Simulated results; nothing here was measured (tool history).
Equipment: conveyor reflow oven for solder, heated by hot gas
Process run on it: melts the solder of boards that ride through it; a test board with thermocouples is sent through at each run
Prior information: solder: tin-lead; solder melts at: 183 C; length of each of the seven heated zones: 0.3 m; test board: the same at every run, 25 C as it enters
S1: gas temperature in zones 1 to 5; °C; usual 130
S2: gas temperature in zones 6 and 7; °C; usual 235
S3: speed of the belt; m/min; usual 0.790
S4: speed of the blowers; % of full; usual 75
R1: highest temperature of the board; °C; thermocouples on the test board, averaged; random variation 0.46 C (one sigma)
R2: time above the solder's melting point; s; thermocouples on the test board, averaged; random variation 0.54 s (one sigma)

| run | hour | S1 | S2 | S3 | S4 | R1 | R2 |
|---|---|---|---|---|---|---|---|
| 1 | 0.0 | 130 | 235 | 0.790 | 75 | 214.5 | 31.7 |
| 2 | 20.8 | 130 | 235 | 0.904 | 75 | 208.6 | 24.0 |
| 3 | 38.5 | 130 | 235 | 0.904 | 75 | 209.0 | 23.8 |
| 4 | 70.7 | 130 | 235 | 0.904 | 75 | 208.5 | 23.7 |
| 5 | 97.0 | 130 | 240 | 0.790 | 75 | 218.1 | 33.2 |
| 6 | 125.1 | 130 | 240 | 0.790 | 75 | 217.3 | 33.0 |
| 7 | 157.0 | 130 | 240 | 0.790 | 75 | 216.9 | 33.1 |
| 8 | 188.7 | 130 | 240 | 0.790 | 75 | 217.0 | 32.0 |
| 9 | 212.4 | 130 | 240 | 0.790 | 75 | 216.8 | 31.6 |
| 10 | 238.6 | 130 | 235 | 0.790 | 59 | 208.2 | 27.4 |
| 11 | 268.5 | 130 | 235 | 0.790 | 75 | 211.7 | 29.1 |
| 12 | 301.1 | 130 | 235 | 0.790 | 75 | 211.4 | 29.9 |
|  | 336.1 | flux residue cleaned out of gas plates and filters |
| 13 | 338.4 | 130 | 235 | 0.790 | 75 | 216.0 | 31.2 |
| 14 | 357.0 | 130 | 235 | 0.790 | 74 | 215.5 | 31.4 |
| 15 | 374.5 | 130 | 235 | 0.790 | 74 | 214.6 | 31.7 |
| 16 | 401.7 | 130 | 235 | 0.790 | 74 | 214.2 | 31.2 |
| 17 | 423.9 | 130 | 235 | 0.790 | 74 | 214.3 | 30.7 |
| 18 | 438.1 | 130 | 235 | 0.790 | 74 | 213.9 | 31.1 |

Forecast run 19:
| 19 | 465.3 | 143 | 228 | 0.779 | 68 | ? | ? |

Run 19 came out at R1 209.4 °C, R2 32.0 s.
Take away the tool's hidden state, keep the run-to-run variation as it was, and the same run would have given R1 212.5 °C, R2 33.4 s.

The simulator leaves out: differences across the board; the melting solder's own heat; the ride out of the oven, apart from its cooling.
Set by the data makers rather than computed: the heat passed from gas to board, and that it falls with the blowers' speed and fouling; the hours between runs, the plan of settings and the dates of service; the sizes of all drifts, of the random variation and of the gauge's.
